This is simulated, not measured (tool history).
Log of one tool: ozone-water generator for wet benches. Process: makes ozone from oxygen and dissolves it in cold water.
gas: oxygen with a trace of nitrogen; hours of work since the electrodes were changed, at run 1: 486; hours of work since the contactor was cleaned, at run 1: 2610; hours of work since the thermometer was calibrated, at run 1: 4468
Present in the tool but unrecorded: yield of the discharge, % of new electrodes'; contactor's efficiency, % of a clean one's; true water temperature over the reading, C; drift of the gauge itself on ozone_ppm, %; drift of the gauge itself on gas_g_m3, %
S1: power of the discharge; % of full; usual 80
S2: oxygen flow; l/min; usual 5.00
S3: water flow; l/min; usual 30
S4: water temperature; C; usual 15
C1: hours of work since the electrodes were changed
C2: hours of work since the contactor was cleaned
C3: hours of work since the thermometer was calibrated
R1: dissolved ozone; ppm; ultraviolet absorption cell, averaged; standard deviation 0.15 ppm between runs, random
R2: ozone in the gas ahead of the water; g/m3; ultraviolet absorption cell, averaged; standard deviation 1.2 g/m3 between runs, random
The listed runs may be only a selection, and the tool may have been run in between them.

run   hour  S1    S2  S3  S4    C1    C2    C3    R1     R2
  1    0.0  80  5.00  30  15   486  2610  4468  17.6  219.1
  2   94.0  80  5.00  30  15   549  2673  4530  17.4  218.0
  3  210.4  80  5.00  30  15   627  2751  4608  17.8  218.7
     287.8  -- water thermometer calibrated
  4  301.5  80  5.00  30   9   687  2811     9  18.8  215.1
  5  412.3  80  5.00  30   9   761  2885    83  18.9  218.5
  6  497.0  80  5.00  30   9   818  2942   140  18.6  217.0
  7  605.8  80  5.00  39  15   890  3014   212  14.1  214.9
  8  701.2  80  5.00  39  15   954  3078   276  14.2  214.3
  9  802.2  80  5.00  39  15  1021  3145   343  14.1  214.3
 10  922.6  80  5.13  39  15  1102  3226   424  14.0  209.6

Alternative continuations, all from the tool just after run 10; predict every row:
  A  1037.6  80  4.17  39  15  1179  3302  500   ?   ?
  B  1037.6  47  3.21  26  15  1179  3302  500   ?   ?
  C  1037.6  43  3.32  30   9  1179  3302  500   ?   ?
  D  1037.6  55  5.13  32  16  1179  3302  500   ?   ?

run    R1     R2
  A  13.0  225.6
  B  11.8  169.6
  C  10.2  157.7
  D  13.1  162.8
With no hidden state in the tool, these same runs would have given:
run    R1     R2
  A  13.0  231.6
  B  11.8  174.2
  C  10.2  162.0
  D  13.1  167.2
